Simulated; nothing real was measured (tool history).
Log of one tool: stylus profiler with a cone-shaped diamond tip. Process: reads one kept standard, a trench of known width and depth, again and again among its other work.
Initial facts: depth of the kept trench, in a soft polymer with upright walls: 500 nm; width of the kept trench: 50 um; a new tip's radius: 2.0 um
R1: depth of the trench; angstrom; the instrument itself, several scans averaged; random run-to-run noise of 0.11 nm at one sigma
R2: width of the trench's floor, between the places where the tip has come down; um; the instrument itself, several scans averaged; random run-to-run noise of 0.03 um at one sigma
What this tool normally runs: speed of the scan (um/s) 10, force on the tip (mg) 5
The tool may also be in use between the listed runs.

run 1 hour=0 | speed_of_the_scan_(um/s)=10 force_on_the_tip_(mg)=5 | R1=5102 R2=47.11
run 2 hour=37 | speed_of_the_scan_(um/s)=10 force_on_the_tip_(mg)=5 | R1=5100.3 R2=47.06
run 3 hour=75.8 | speed_of_the_scan_(um/s)=10 force_on_the_tip_(mg)=5 | R1=5103.6 R2=47.02
run 4 hour=108.2 | speed_of_the_scan_(um/s)=10 force_on_the_tip_(mg)=5 | R1=5104.9 R2=46.99
run 5 hour=131.9 | speed_of_the_scan_(um/s)=10 force_on_the_tip_(mg)=5 | R1=5101.5 R2=46.94
run 6 hour=171.7 | speed_of_the_scan_(um/s)=10 force_on_the_tip_(mg)=5 | R1=5104.3 R2=46.92
run 7 hour=199.1 | speed_of_the_scan_(um/s)=10 force_on_the_tip_(mg)=5 | R1=5101 R2=46.9
run 8 hour=235.3 | speed_of_the_scan_(um/s)=10 force_on_the_tip_(mg)=5 | R1=5102 R2=46.85
run 9 hour=265.3 | speed_of_the_scan_(um/s)=10 force_on_the_tip_(mg)=2.63 | R1=5067.5 R2=46.83
run 10 hour=302.9 | speed_of_the_scan_(um/s)=10 force_on_the_tip_(mg)=2.63 | R1=5068.1 R2=46.79
run 11 hour=319.7 | speed_of_the_scan_(um/s)=10 force_on_the_tip_(mg)=2.63 | R1=5069.8 R2=46.71
run 12 hour=357.2 | speed_of_the_scan_(um/s)=10 force_on_the_tip_(mg)=2.63 | R1=5068.2 R2=46.7
run 13 hour=379.5 | speed_of_the_scan_(um/s)=5 force_on_the_tip_(mg)=5 | R1=5104.9 R2=46.78
run 14 hour=418.5 | speed_of_the_scan_(um/s)=5 force_on_the_tip_(mg)=5 | R1=5101.7 R2=46.77
run 15 hour=452.8 | speed_of_the_scan_(um/s)=5 force_on_the_tip_(mg)=5 | R1=5103.3 R2=46.67
run 16 hour=478.7 | speed_of_the_scan_(um/s)=5 force_on_the_tip_(mg)=5 | R1=5105.3 R2=46.65
run 17 hour=500.3 | speed_of_the_scan_(um/s)=5 force_on_the_tip_(mg)=5 | R1=5105.2 R2=46.67
run 18 hour=533.5 | speed_of_the_scan_(um/s)=10 force_on_the_tip_(mg)=11.99 | R1=5188.2 R2=46.57
run 19 hour=558.5 | speed_of_the_scan_(um/s)=2 force_on_the_tip_(mg)=5 | R1=5105.6 R2=46.59
run 20 hour=590.2 | speed_of_the_scan_(um/s)=2 force_on_the_tip_(mg)=5 | R1=5108.6 R2=46.59
run 21 hour=626 | speed_of_the_scan_(um/s)=27 force_on_the_tip_(mg)=5 | R1=5108.8 R2=46.47
run 22 hour=650 | speed_of_the_scan_(um/s)=27 force_on_the_tip_(mg)=5 | R1=5101.4 R2=46.44
run 23 hour=680.9 | speed_of_the_scan_(um/s)=18 force_on_the_tip_(mg)=1.76 | R1=5051.4 R2=46.39
run 24 hour=697.7 | speed_of_the_scan_(um/s)=7 force_on_the_tip_(mg)=2.44 | R1=5061 R2=46.48
run 25 hour=718.2 | speed_of_the_scan_(um/s)=4 force_on_the_tip_(mg)=3.93 | R1=5085.1 R2=46.47
run 26 hour=754 | speed_of_the_scan_(um/s)=5 force_on_the_tip_(mg)=5 | R1=5102.7 R2=46.46
run 27 hour=787.8 | speed_of_the_scan_(um/s)=5 force_on_the_tip_(mg)=5 | R1=5101.3 R2=46.39
run 28 hour=818 | speed_of_the_scan_(um/s)=2 force_on_the_tip_(mg)=12.48 | R1=5187.1 R2=46.4
run 29 hour=845.9 | speed_of_the_scan_(um/s)=10 force_on_the_tip_(mg)=6.11 | R1=5115.7 R2=46.3
run 30 hour=885 | speed_of_the_scan_(um/s)=4 force_on_the_tip_(mg)=3.43 | R1=5080.7 R2=46.31
run 31 hour=914.1 | speed_of_the_scan_(um/s)=12 force_on_the_tip_(mg)=3.43 | R1=5080.5 R2=46.25
run 32 hour=941.7 | speed_of_the_scan_(um/s)=11 force_on_the_tip_(mg)=5.53 | R1=5108.4 R2=46.23
run 33 hour=964.2 | speed_of_the_scan_(um/s)=11 force_on_the_tip_(mg)=5.53 | R1=5109.1 R2=46.21
run 34 hour=986.2 | speed_of_the_scan_(um/s)=28 force_on_the_tip_(mg)=5 | R1=5100.7 R2=46.14
run 35 hour=1011.1 | speed_of_the_scan_(um/s)=28 force_on_the_tip_(mg)=2.57 | R1=5066 R2=46.02
run 36 hour=1034.2 | speed_of_the_scan_(um/s)=28 force_on_the_tip_(mg)=2.57 | R1=5067.1 R2=46.03
run 37 hour=1071.6 | speed_of_the_scan_(um/s)=28 force_on_the_tip_(mg)=2.57 | R1=5067.7 R2=46.01
run 38 hour=1090.2 | speed_of_the_scan_(um/s)=7 force_on_the_tip_(mg)=12.34 | R1=5186.8 R2=46.17
run 39 hour=1127.5 | speed_of_the_scan_(um/s)=2 force_on_the_tip_(mg)=9.78 | R1=5158.9 R2=46.18
run 40 hour=1146.8 | speed_of_the_scan_(um/s)=2 force_on_the_tip_(mg)=9.78 | R1=5160.6 R2=46.12
run 41 hour=1183.8 | speed_of_the_scan_(um/s)=2 force_on_the_tip_(mg)=9.78 | R1=5159.7 R2=46.15
run 42 hour=1205.9 | speed_of_the_scan_(um/s)=2 force_on_the_tip_(mg)=9.78 | R1=5161.4 R2=46.07
run 43 hour=1240.4 | speed_of_the_scan_(um/s)=22 force_on_the_tip_(mg)=6.26 | R1=5119.4 R2=46

Between the runs listed above, the log contained 2 entries, not reproduced here. Where in the sequence does each belong, and how does what the log doesn't record of the tool's condition differ from the listed run before to the listed run after?
Between runs 15 and 16: height scale calibrated on a step standard (hour 457)
  radius of the tip, um: 2.95 -> 2.99; height scale over the true one, %: 0.069 -> 0.118
  what was measured, less what the result would be without the hidden state, R1: +3.5 -> +6 angstrom; R2: -0.64 -> -0.67 um
Between runs 21 and 22: height scale calibrated on a step standard, once more (hour 628.9)
  radius of the tip, um: 3.22 -> 3.25; height scale over the true one, %: 0.132 -> 0.012
  what was measured, less what the result would be without the hidden state, R1: +6.7 -> +0.6 angstrom; R2: -0.8 -> -0.81 um
